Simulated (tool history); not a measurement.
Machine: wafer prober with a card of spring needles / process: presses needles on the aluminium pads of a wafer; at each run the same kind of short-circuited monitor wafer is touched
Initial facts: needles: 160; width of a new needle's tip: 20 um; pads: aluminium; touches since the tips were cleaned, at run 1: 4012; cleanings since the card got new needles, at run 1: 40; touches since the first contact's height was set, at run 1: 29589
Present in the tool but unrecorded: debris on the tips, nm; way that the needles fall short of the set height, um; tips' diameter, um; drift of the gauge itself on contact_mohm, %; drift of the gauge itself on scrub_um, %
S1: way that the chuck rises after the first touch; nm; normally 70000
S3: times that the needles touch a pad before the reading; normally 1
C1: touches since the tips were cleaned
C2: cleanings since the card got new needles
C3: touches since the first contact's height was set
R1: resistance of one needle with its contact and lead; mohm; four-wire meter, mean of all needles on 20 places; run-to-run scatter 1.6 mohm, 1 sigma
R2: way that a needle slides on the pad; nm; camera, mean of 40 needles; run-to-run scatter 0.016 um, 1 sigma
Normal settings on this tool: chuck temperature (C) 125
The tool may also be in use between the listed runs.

Run 1, hour 0.0: usual settings; C1 4012; C2 40; C3 29589. Result: R1 362 mohm, R2 10910 nm.
At hour 1.6: tips cleaned on abrasive film.
Run 2, hour 8.3: usual settings but S3 2; C1 3182; C2 41; C3 33502. Result: R1 255 mohm, R2 10950 nm.
At hour 11.7: tips cleaned on abrasive film.
Run 3, hour 17.0: usual settings but S3 2; C1 2519; C2 42; C3 37649. Result: R1 250 mohm, R2 10930 nm.
At hour 22.1: tips cleaned on abrasive film.
Run 4, hour 26.3: usual settings but S3 2; C1 2017; C2 43; C3 42075. Result: R1 226 mohm, R2 10880 nm.
At hour 31.8: tips cleaned on abrasive film.
At hour 41.2: tips cleaned on abrasive film.
Run 5, hour 41.2: usual settings but S1 85000 nm; C1 0; C2 45; C3 49108. Result: R1 158 mohm, R2 13230 nm.
At hour 50.7: tips cleaned on abrasive film.
Run 6, hour 58.0: usual settings but S1 85000 nm; C1 3495; C2 46; C3 57126. Result: R1 278 mohm, R2 13240 nm.
At hour 60.8: tips cleaned on abrasive film.
Run 7, hour 69.3: usual settings; C1 4082; C2 47; C3 62518. Result: R1 363 mohm, R2 10890 nm.
At hour 71.1: tips cleaned on abrasive film.
At hour 81.8: tips cleaned on abrasive film.
Run 8, hour 87.3: usual settings; C1 2664; C2 49; C3 71058. Result: R1 321 mohm, R2 10870 nm.
At hour 91.4: tips cleaned on abrasive film.
Run 9, hour 98.9: usual settings; C1 3588; C2 50; C3 76558. Result: R1 342 mohm, R2 10860 nm.
At hour 102.0: tips cleaned on abrasive film.
At hour 111.5: tips cleaned on abrasive film.
Run 10, hour 115.5: usual settings but S1 74000 nm; C1 1919; C2 52; C3 84449. Result: R1 264 mohm, R2 11470 nm.
At hour 122.1: tips cleaned on abrasive film.
At hour 131.8: tips cleaned on abrasive film.
Run 11, hour 132.9: usual settings but S1 74000 nm; C1 530; C2 54; C3 92678. Result: R1 205 mohm, R2 11440 nm.
At hour 137.5: height of the first contact set anew.
At hour 142.2: tips cleaned on abrasive film.
Run 12, hour 145.4: usual settings but S1 74000 nm; C1 1548; C2 55; C3 3772. Result: R1 243 mohm, R2 11600 nm.
At hour 152.9: tips cleaned on abrasive film.
Run 13, hour 158.7: usual settings but S1 74000 nm, chuck temperature (C) 107; C1 2764; C2 56; C3 10087. Result: R1 299 mohm, R2 11550 nm.
At hour 163.5: tips cleaned on abrasive film.
Run 14, hour 172.0: usual settings but S1 74000 nm, chuck temperature (C) 107; C1 4040; C2 57; C3 16414. Result: R1 348 mohm, R2 11600 nm.
At hour 173.6: tips cleaned on abrasive film.
At hour 183.6: tips cleaned on abrasive film.
Run 15, hour 183.6: usual settings but S1 74000 nm, chuck temperature (C) 107; C1 0; C2 59; C3 21908. Result: R1 166 mohm, R2 11510 nm.
At hour 193.5: tips cleaned on abrasive film.
Run 16, hour 197.5: usual settings but S1 74000 nm, chuck temperature (C) 107; C1 1942; C2 60; C3 28537. Result: R1 268 mohm, R2 11500 nm.
At hour 203.2: tips cleaned on abrasive film.
Run 17, hour 205.8: usual settings but S1 59000 nm; C1 1241; C2 61; C3 32453. Result: R1 302 mohm, R2 9210 nm.
At hour 213.0: tips cleaned on abrasive film.
Run 18, hour 216.1: usual settings but S1 66000 nm, chuck temperature (C) 58, S3 2; C1 1470; C2 62; C3 37331. Result: R1 226 mohm, R2 10260 nm.
At hour 223.7: tips cleaned on abrasive film.
Run 19, hour 226.2: usual settings but S1 66000 nm, chuck temperature (C) 58, S3 2; C1 1212; C2 63; C3 42160. Result: R1 209 mohm, R2 10240 nm.
At hour 233.2: tips cleaned on abrasive film.
Run 20, hour 238.6: usual settings but S1 58000 nm, chuck temperature (C) 85, S3 3; C1 2625; C2 64; C3 48075. Result: R1 244 mohm, R2 9000 nm.
At hour 243.9: tips cleaned on abrasive film.
At hour 253.9: tips cleaned on abrasive film.
Run 21, hour 257.4: usual settings but S1 52000 nm, chuck temperature (C) 95, S3 3; C1 1707; C2 66; C3 56991. Result: R1 237 mohm, R2 8040 nm.
At hour 264.6: tips cleaned on abrasive film.
Run 22, hour 271.4: usual settings but S1 64000 nm, chuck temperature (C) 118; C1 3258; C2 67; C3 63628. Result: R1 386 mohm, R2 9910 nm.
At hour 274.8: tips cleaned on abrasive film.
Run 23, hour 281.3: usual settings but S1 64000 nm, chuck temperature (C) 66, S3 3; C1 3092; C2 68; C3 68344. Result: R1 233 mohm, R2 9890 nm.
At hour 284.8: tips cleaned on abrasive film.
Run 24, hour 290.9: usual settings but S1 64000 nm, chuck temperature (C) 66, S3 3; C1 2942; C2 69; C3 72905. Result: R1 228 mohm, R2 9890 nm.
At hour 294.9: tips cleaned on abrasive film.
At hour 304.6: tips cleaned on abrasive film.
Run 25, hour 306.0: usual settings but S1 88000 nm, chuck temperature (C) 76, S3 2; C1 672; C2 71; C3 80079. Result: R1 162 mohm, R2 13660 nm.
At hour 314.8: tips cleaned on abrasive film.
Run 26, hour 320.4: usual settings but S1 80000 nm, chuck temperature (C) 34, S3 3; C1 2705; C2 72; C3 86927. Result: R1 190 mohm, R2 12380 nm.
At hour 325.3: tips cleaned on abrasive film.
At hour 335.0: tips cleaned on abrasive film.
Run 27, hour 335.3: usual settings but S3 2; C1 126; C2 74; C3 93968. Result: R1 176 mohm, R2 10820 nm.
At hour 336.9: height of the first contact set anew.
At hour 344.9: tips cleaned on abrasive film.
Run 28, hour 348.3: usual settings but S1 75000 nm, chuck temperature (C) 26, S3 2; C1 1647; C2 75; C3 5420. Result: R1 215 mohm, R2 11750 nm.
At hour 354.5: tips cleaned on abrasive film.
Run 29, hour 360.1: usual settings but S1 75000 nm, chuck temperature (C) 26, S3 2; C1 2695; C2 76; C3 11044. Result: R1 237 mohm, R2 11740 nm.
At hour 364.6: tips cleaned on abrasive film.
Run 30, hour 369.8: usual settings but S1 84000 nm, chuck temperature (C) 30; C1 2514; C2 77; C3 15648. Result: R1 253 mohm, R2 13170 nm.
At hour 375.4: tips cleaned on abrasive film.
At hour 385.6: tips cleaned on abrasive film.
Run 31, hour 385.6: usual settings but S1 84000 nm, chuck temperature (C) 30; C1 0; C2 79; C3 23141. Result: R1 147 mohm, R2 13170 nm.

Predict each of these 4 candidate next runs independently; none follows another, all start after run 31:
Run A, hour 394.1: usual settings but S1 51000 nm, chuck temperature (C) 30; C1 4068; C2 79; C3 27209. Result: R1 ?, R2 ?.
Run B, hour 394.1: usual settings but S1 84000 nm, chuck temperature (C) 59, S3 2; C1 4068; C2 79; C3 27209. Result: R1 ?, R2 ?.
Run C, hour 394.1: usual settings but S1 84000 nm, chuck temperature (C) 49; C1 4068; C2 79; C3 27209. Result: R1 ?, R2 ?.
Run D, hour 394.1: usual settings but S1 59000 nm, chuck temperature (C) 30; C1 4068; C2 79; C3 27209. Result: R1 ?, R2 ?.

run   R1     R2
  A  641   7950
  B  245  13130
  C  318  13140
  D  505   9200
Had the tool no hidden state, the same runs would have come out as:
run   R1     R2
  A  147   7990
  B  137  13180
  C  134  13190
  D  140   9250
